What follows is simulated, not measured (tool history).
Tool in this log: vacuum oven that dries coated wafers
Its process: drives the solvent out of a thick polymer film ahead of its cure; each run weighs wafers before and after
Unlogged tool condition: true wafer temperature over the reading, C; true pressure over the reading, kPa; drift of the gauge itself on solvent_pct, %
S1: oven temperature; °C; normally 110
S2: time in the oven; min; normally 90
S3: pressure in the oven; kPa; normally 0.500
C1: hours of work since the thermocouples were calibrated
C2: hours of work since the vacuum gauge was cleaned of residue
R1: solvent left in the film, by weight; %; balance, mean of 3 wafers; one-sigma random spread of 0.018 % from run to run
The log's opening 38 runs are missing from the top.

{"run": 39, "hour": 1552.5, "S1": 111, "S2": 90, "S3": 0.598, "C1": 527, "C2": 876, "R1": 4.06}
{"run": 40, "hour": 1606.2, "S1": 110, "S2": 90, "S3": 0.978, "C1": 566, "C2": 914, "R1": 4.47}
{"run": 41, "hour": 1638.2, "S1": 110, "S2": 90, "S3": 0.978, "C1": 589, "C2": 938, "R1": 4.48}
{"run": 42, "hour": 1682.1, "S1": 110, "S2": 90, "S3": 0.978, "C1": 621, "C2": 969, "R1": 4.45}
{"run": 43, "hour": 1722.5, "S1": 117, "S2": 91, "S3": 0.978, "C1": 650, "C2": 999, "R1": 3.04}
{"hour": 1775.9, "done": "vacuum gauge cleaned of residue and calibrated"}
{"run": 44, "hour": 1775.9, "S1": 103, "S2": 90, "S3": 0.5, "C1": 688, "C2": 0, "R1": 5.73}
{"run": 45, "hour": 1811.5, "S1": 103, "S2": 90, "S3": 0.5, "C1": 714, "C2": 26, "R1": 5.7}
{"run": 46, "hour": 1869.8, "S1": 120, "S2": 69, "S3": 0.623, "C1": 756, "C2": 68, "R1": 3.67}
{"run": 47, "hour": 1911.1, "S1": 110, "S2": 49, "S3": 0.373, "C1": 786, "C2": 98, "R1": 7.45}

Below are 3 alternative next runs, each starting from the tool's condition after run 47. Predict each:
{"run": "A", "hour": 1967.1, "S1": 116, "S2": 117, "S3": 0.952, "C1": 826, "C2": 138, "R1": "?"}
{"run": "B", "hour": 1967.1, "S1": 116, "S2": 49, "S3": 0.638, "C1": 826, "C2": 138, "R1": "?"}
{"run": "C", "hour": 1967.1, "S1": 117, "S2": 48, "S3": 0.63, "C1": 826, "C2": 138, "R1": "?"}

run=A R1=2.13
run=B R1=6.32
run=C R1=6.24
The same runs, with their run-to-run variation unchanged, on a tool lacking any hidden condition would have given:
run=A R1=2.14
run=B R1=6.33
run=C R1=6.25
